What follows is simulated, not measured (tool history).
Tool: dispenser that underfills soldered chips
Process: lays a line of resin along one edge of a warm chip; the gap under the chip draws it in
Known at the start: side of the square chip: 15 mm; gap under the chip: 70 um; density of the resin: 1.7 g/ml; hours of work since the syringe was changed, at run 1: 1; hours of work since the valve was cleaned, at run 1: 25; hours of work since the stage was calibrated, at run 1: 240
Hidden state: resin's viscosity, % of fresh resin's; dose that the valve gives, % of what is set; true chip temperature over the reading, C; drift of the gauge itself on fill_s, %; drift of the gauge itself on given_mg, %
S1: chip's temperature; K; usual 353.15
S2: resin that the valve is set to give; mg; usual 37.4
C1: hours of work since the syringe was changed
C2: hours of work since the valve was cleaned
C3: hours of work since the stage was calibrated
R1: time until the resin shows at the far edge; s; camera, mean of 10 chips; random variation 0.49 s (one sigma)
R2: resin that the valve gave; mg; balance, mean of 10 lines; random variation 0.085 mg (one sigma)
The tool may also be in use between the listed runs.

run	hour	S1	S2	C1	C2	C3	R1	R2
1	0	353.15	37.4	1	25	240	39	36.81
2	5.9	353.15	37.4	6	29	245	51.6	36.64
# hour 8.7: new syringe of resin
3	11.4	353.15	37.4	2	34	249	40.6	36.48
4	18.5	353.15	37.4	8	39	254	55.5	36.37
# hour 19.3: new syringe of resin
# hour 27.8: dispensing valve cleaned and set on the balance
5	28.8	353.15	37.4	7	1	261	52.6	37.36
# hour 30.7: new syringe of resin
6	39.6	353.15	37.4	7	9	270	54.2	37.15
# hour 41.2: new syringe of resin
7	45.8	353.15	37.4	4	14	275	43.7	36.94
# hour 52: new syringe of resin
8	53.8	353.15	37.4	1	20	281	39.3	36.66
# hour 62.7: new syringe of resin
9	63.2	352.15	45	0	27	288	37	44.14
10	69.9	339.15	39.6	6	32	293	98.8	38.56
# hour 73.7: new syringe of resin
11	75.3	367.15	46.4	1	36	297	20.2	45.11
# hour 84.2: new syringe of resin
12	85.3	368.15	46.8	1	44	305	18.1	45.08
# hour 88.6: dispensing valve cleaned and set on the balance
# hour 96: new syringe of resin
13	96.2	351.15	47	0	6	313	38.1	46.68

Forecast each of these 3 alternatives for the next run:
A	102.3	353.15	42.3	5	11	317	?	?
B	102.3	344.15	36.8	5	11	317	?	?
C	102.3	343.15	31.9	5	11	317	?	?

run	R1	R2
A	46.3	42
B	74.2	36.53
C	81.5	31.66
Without the tool's hidden state the same runs would have given:
run	R1	R2
A	37.8	42.4
B	60.9	36.88
C	66.9	31.96
